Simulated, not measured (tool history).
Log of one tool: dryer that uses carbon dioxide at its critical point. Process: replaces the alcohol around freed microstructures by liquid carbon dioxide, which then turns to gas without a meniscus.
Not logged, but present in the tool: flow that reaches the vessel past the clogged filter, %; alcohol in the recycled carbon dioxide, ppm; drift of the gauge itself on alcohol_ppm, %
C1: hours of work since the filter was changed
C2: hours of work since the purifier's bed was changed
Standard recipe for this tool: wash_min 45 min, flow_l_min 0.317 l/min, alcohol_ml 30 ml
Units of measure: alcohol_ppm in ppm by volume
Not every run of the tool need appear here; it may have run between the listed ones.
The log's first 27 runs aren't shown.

Run 28, hour 303.8: usual settings but wash_min 40 min, alcohol_ml 42 ml; C1 207; C2 308. Result: alcohol_ppm 379 ppm by volume.
Run 29, hour 311.1: usual settings but wash_min 40 min, alcohol_ml 42 ml; C1 210; C2 312. Result: alcohol_ppm 387 ppm by volume.
Run 30, hour 322.8: usual settings but wash_min 40 min, alcohol_ml 42 ml; C1 216; C2 318. Result: alcohol_ppm 394 ppm by volume.
Run 31, hour 329.9: usual settings but wash_min 27 min, flow_l_min 0.282 l/min, alcohol_ml 42 ml; C1 220; C2 322. Result: alcohol_ppm 1737 ppm by volume.
Run 32, hour 336.8: usual settings but wash_min 53 min, flow_l_min 0.529 l/min, alcohol_ml 42 ml; C1 224; C2 325. Result: alcohol_ppm 113 ppm by volume.
Run 33, hour 344.4: usual settings but wash_min 36 min, flow_l_min 0.529 l/min, alcohol_ml 22 ml; C1 227; C2 329. Result: alcohol_ppm 129 ppm by volume.
Run 34, hour 352.1: usual settings but flow_l_min 0.302 l/min, alcohol_ml 38 ml; C1 231; C2 333. Result: alcohol_ppm 304 ppm by volume.
Run 35, hour 365.1: usual settings but flow_l_min 0.313 l/min, alcohol_ml 95 ml; C1 238; C2 340. Result: alcohol_ppm 509 ppm by volume.
Run 36, hour 378.1: usual settings but wash_min 28 min, alcohol_ml 45 ml; C1 245; C2 346. Result: alcohol_ppm 1281 ppm by volume.
Run 37, hour 390.7: usual settings but wash_min 28 min, alcohol_ml 29 ml; C1 251; C2 353. Result: alcohol_ppm 872 ppm by volume.
Run 38, hour 401.3: usual settings but wash_min 63 min, flow_l_min 0.372 l/min, alcohol_ml 84 ml; C1 257; C2 358. Result: alcohol_ppm 138 ppm by volume.
Run 39, hour 412.7: usual settings but wash_min 30 min, flow_l_min 0.374 l/min, alcohol_ml 45 ml; C1 263; C2 364. Result: alcohol_ppm 629 ppm by volume.
Run 40, hour 425.0: usual settings but wash_min 57 min, flow_l_min 0.435 l/min, alcohol_ml 23 ml; C1 269; C2 371. Result: alcohol_ppm 130 ppm by volume.
Run 41, hour 434.7: usual settings but flow_l_min 0.458 l/min, alcohol_ml 43 ml; C1 274; C2 376. Result: alcohol_ppm 157 ppm by volume.
Run 42, hour 446.5: usual settings but flow_l_min 0.253 l/min, alcohol_ml 43 ml; C1 280; C2 382. Result: alcohol_ppm 593 ppm by volume.
Run 43, hour 458.4: usual settings but flow_l_min 0.253 l/min, alcohol_ml 43 ml; C1 286; C2 388. Result: alcohol_ppm 627 ppm by volume.
Run 44, hour 466.8: usual settings but wash_min 52 min, flow_l_min 0.237 l/min, alcohol_ml 74 ml; C1 290; C2 392. Result: alcohol_ppm 774 ppm by volume.
Run 45, hour 474.8: usual settings but wash_min 38 min, flow_l_min 0.449 l/min, alcohol_ml 102 ml; C1 295; C2 396. Result: alcohol_ppm 290 ppm by volume.
Run 46, hour 487.8: usual settings but wash_min 38 min, flow_l_min 0.449 l/min, alcohol_ml 102 ml; C1 301; C2 403. Result: alcohol_ppm 300 ppm by volume.
Run 47, hour 502.2: usual settings but wash_min 38 min, flow_l_min 0.449 l/min, alcohol_ml 102 ml; C1 309; C2 410. Result: alcohol_ppm 312 ppm by volume.

What if the next run were any one of these 3? Each begins from the tool's condition after run 47:
Run A, hour 513.6: usual settings but wash_min 58 min, flow_l_min 0.219 l/min, alcohol_ml 44 ml; C1 314; C2 416. Result: alcohol_ppm ?.
Run B, hour 513.6: usual settings but wash_min 35 min, flow_l_min 0.247 l/min, alcohol_ml 49 ml; C1 314; C2 416. Result: alcohol_ppm ?.
Run C, hour 513.6: usual settings but wash_min 48 min, alcohol_ml 53 ml; C1 314; C2 416. Result: alcohol_ppm ?.

run  alcohol_ppm
  A          488
  B         1551
  C          317
Without the tool's unlogged condition, the same runs would have read:
run  alcohol_ppm
  A          258
  B         1144
  C          126

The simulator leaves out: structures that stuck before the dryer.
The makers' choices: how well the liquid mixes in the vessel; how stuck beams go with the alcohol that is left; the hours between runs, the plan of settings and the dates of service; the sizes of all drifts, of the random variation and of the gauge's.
